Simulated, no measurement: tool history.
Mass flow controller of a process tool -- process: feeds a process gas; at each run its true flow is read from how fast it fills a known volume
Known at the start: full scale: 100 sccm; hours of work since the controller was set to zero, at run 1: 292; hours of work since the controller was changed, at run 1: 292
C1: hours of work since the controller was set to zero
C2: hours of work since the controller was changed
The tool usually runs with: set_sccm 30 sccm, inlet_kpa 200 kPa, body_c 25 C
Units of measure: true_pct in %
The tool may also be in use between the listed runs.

Run 1, hour 0: usual settings; C1 292; C2 292. Result: true_pct 98.05 %.
Run 2, hour 69.5: usual settings; C1 341; C2 341. Result: true_pct 98.13 %.
Run 3, hour 125.1: usual settings but body_c 32 C; C1 380; C2 380. Result: true_pct 98.74 %.
Run 4, hour 212.3: usual settings but body_c 32 C; C1 442; C2 442. Result: true_pct 98.74 %.
Run 5, hour 338.2: usual settings; C1 530; C2 530. Result: true_pct 98.04 %.
Run 6, hour 457.2: usual settings but body_c 27 C; C1 614; C2 614. Result: true_pct 98.46 %.
Run 7, hour 525: usual settings but set_sccm 49 sccm; C1 662; C2 662. Result: true_pct 98.55 %.
Run 8, hour 646.9: usual settings but set_sccm 49 sccm; C1 748; C2 748. Result: true_pct 98.57 %.
Run 9, hour 704.5: usual settings but set_sccm 49 sccm; C1 789; C2 789. Result: true_pct 98.57 %.
Run 10, hour 831.5: usual settings but set_sccm 49 sccm; C1 879; C2 879. Result: true_pct 98.59 %.
Run 11, hour 885.6: usual settings but set_sccm 49 sccm; C1 917; C2 917. Result: true_pct 98.48 %.
Run 12, hour 968.3: usual settings but set_sccm 22 sccm; C1 975; C2 975. Result: true_pct 98.03 %.
Run 13, hour 1031.2: usual settings but set_sccm 11 sccm; C1 1020; C2 1020. Result: true_pct 98.35 %.
Run 14, hour 1106.2: usual settings but set_sccm 11 sccm; C1 1073; C2 1073. Result: true_pct 98.58 %.
Run 15, hour 1219: usual settings but set_sccm 11 sccm; C1 1152; C2 1152. Result: true_pct 98.63 %.
Run 16, hour 1334.6: usual settings but set_sccm 11 sccm; C1 1234; C2 1234. Result: true_pct 98.68 %.
Run 17, hour 1458.9: usual settings but set_sccm 11 sccm; C1 1322; C2 1322. Result: true_pct 98.67 %.
Run 18, hour 1575.7: usual settings but set_sccm 11 sccm, inlet_kpa 178 kPa; C1 1404; C2 1404. Result: true_pct 98.99 %.
Run 19, hour 1696.8: usual settings but set_sccm 11 sccm, inlet_kpa 238 kPa; C1 1490; C2 1490. Result: true_pct 98.63 %.
Run 20, hour 1828.6: usual settings but set_sccm 11 sccm, inlet_kpa 238 kPa; C1 1583; C2 1583. Result: true_pct 98.66 %.
Run 21, hour 1895.8: usual settings but set_sccm 10 sccm; C1 1630; C2 1630. Result: true_pct 99.21 %.
Run 22, hour 1967.1: usual settings but set_sccm 10 sccm; C1 1681; C2 1681. Result: true_pct 99.16 %.
Run 23, hour 2100.9: usual settings but set_sccm 10 sccm; C1 1775; C2 1775. Result: true_pct 99.27 %.
Run 24, hour 2188.5: usual settings but set_sccm 10 sccm; C1 1837; C2 1837. Result: true_pct 99.31 %.
Run 25, hour 2312.2: usual settings but set_sccm 18 sccm, inlet_kpa 147 kPa, body_c 32 C; C1 1924; C2 1924. Result: true_pct 99.66 %.
Run 26, hour 2409.6: usual settings but set_sccm 12 sccm, inlet_kpa 268 kPa, body_c 32 C; C1 1993; C2 1993. Result: true_pct 99.35 %.
Run 27, hour 2509.6: usual settings but set_sccm 16 sccm, inlet_kpa 268 kPa, body_c 29 C; C1 2064; C2 2064. Result: true_pct 98.7 %.
Run 28, hour 2570.8: usual settings but set_sccm 28 sccm, inlet_kpa 141 kPa, body_c 33 C; C1 2107; C2 2107. Result: true_pct 99.37 %.
Run 29, hour 2684.6: usual settings but set_sccm 31 sccm, inlet_kpa 185 kPa; C1 2187; C2 2187. Result: true_pct 98.45 %.
Run 30, hour 2781.8: usual settings but set_sccm 31 sccm, inlet_kpa 185 kPa, body_c 30 C; C1 2256; C2 2256. Result: true_pct 98.99 %.
Run 31, hour 2861.1: usual settings but set_sccm 31 sccm, inlet_kpa 185 kPa, body_c 30 C; C1 2312; C2 2312. Result: true_pct 98.89 %.
Run 32, hour 2918.3: usual settings but set_sccm 10 sccm, inlet_kpa 185 kPa, body_c 26 C; C1 2352; C2 2352. Result: true_pct 100.02 %.
Run 33, hour 2977.7: usual settings but set_sccm 34 sccm, inlet_kpa 182 kPa; C1 2394; C2 2394. Result: true_pct 98.44 %.
Run 34, hour 3065.5: usual settings but set_sccm 34 sccm, inlet_kpa 182 kPa; C1 2456; C2 2456. Result: true_pct 98.35 %.
Run 35, hour 3180.9: usual settings but set_sccm 34 sccm, inlet_kpa 182 kPa; C1 2538; C2 2538. Result: true_pct 98.38 %.
Run 36, hour 3292.2: usual settings but set_sccm 34 sccm, inlet_kpa 182 kPa; C1 2616; C2 2616. Result: true_pct 98.5 %.
Run 37, hour 3372.7: usual settings but set_sccm 34 sccm, inlet_kpa 182 kPa; C1 2673; C2 2673. Result: true_pct 98.54 %.
Run 38, hour 3445.7: usual settings but set_sccm 32 sccm, body_c 38 C; C1 2725; C2 2725. Result: true_pct 99.73 %.
Run 39, hour 3569.8: usual settings but set_sccm 32 sccm, body_c 38 C; C1 2812; C2 2812. Result: true_pct 99.56 %.
Run 40, hour 3631.5: usual settings but inlet_kpa 274 kPa, body_c 32 C; C1 2856; C2 2856. Result: true_pct 98.68 %.
Run 41, hour 3690.5: usual settings but set_sccm 48 sccm, body_c 26 C; C1 2898; C2 2898. Result: true_pct 98.47 %.
Run 42, hour 3771.8: usual settings but set_sccm 87 sccm, inlet_kpa 161 kPa, body_c 26 C; C1 2955; C2 2955. Result: true_pct 99.44 %.
Run 43, hour 3855: usual settings; C1 3014; C2 3014. Result: true_pct 98.46 %.
Run 44, hour 3934.9: usual settings but set_sccm 14 sccm; C1 3070; C2 3070. Result: true_pct 99.63 %.
Run 45, hour 4069.4: usual settings but set_sccm 16 sccm, inlet_kpa 258 kPa, body_c 23 C; C1 3165; C2 3165. Result: true_pct 98.66 %.
Run 46, hour 4162.1: usual settings but set_sccm 16 sccm, inlet_kpa 212 kPa, body_c 24 C; C1 3231; C2 3231. Result: true_pct 99.07 %.
Run 47, hour 4227.6: usual settings but set_sccm 31 sccm, inlet_kpa 240 kPa, body_c 40 C; C1 3277; C2 3277. Result: true_pct 99.68 %.
Run 48, hour 4347: usual settings but set_sccm 51 sccm, inlet_kpa 222 kPa; C1 3361; C2 3361. Result: true_pct 98.27 %.

What if the next run were any one of these 3? Each begins from the tool's condition after run 48:
Run A, hour 4416.2: usual settings but set_sccm 19 sccm, inlet_kpa 168 kPa, body_c 28 C; C1 3410; C2 3410. Result: true_pct ?.
Run B, hour 4416.2: usual settings but set_sccm 17 sccm, inlet_kpa 222 kPa; C1 3410; C2 3410. Result: true_pct ?.
Run C, hour 4416.2: usual settings but set_sccm 51 sccm, inlet_kpa 235 kPa, body_c 23 C; C1 3410; C2 3410. Result: true_pct ?.

run  true_pct
  A     99.36
  B     99.19
  C     98.12
Without the tool's unlogged condition, the same runs would have read:
run  true_pct
  A     98.19
  B     97.74
  C     98.44

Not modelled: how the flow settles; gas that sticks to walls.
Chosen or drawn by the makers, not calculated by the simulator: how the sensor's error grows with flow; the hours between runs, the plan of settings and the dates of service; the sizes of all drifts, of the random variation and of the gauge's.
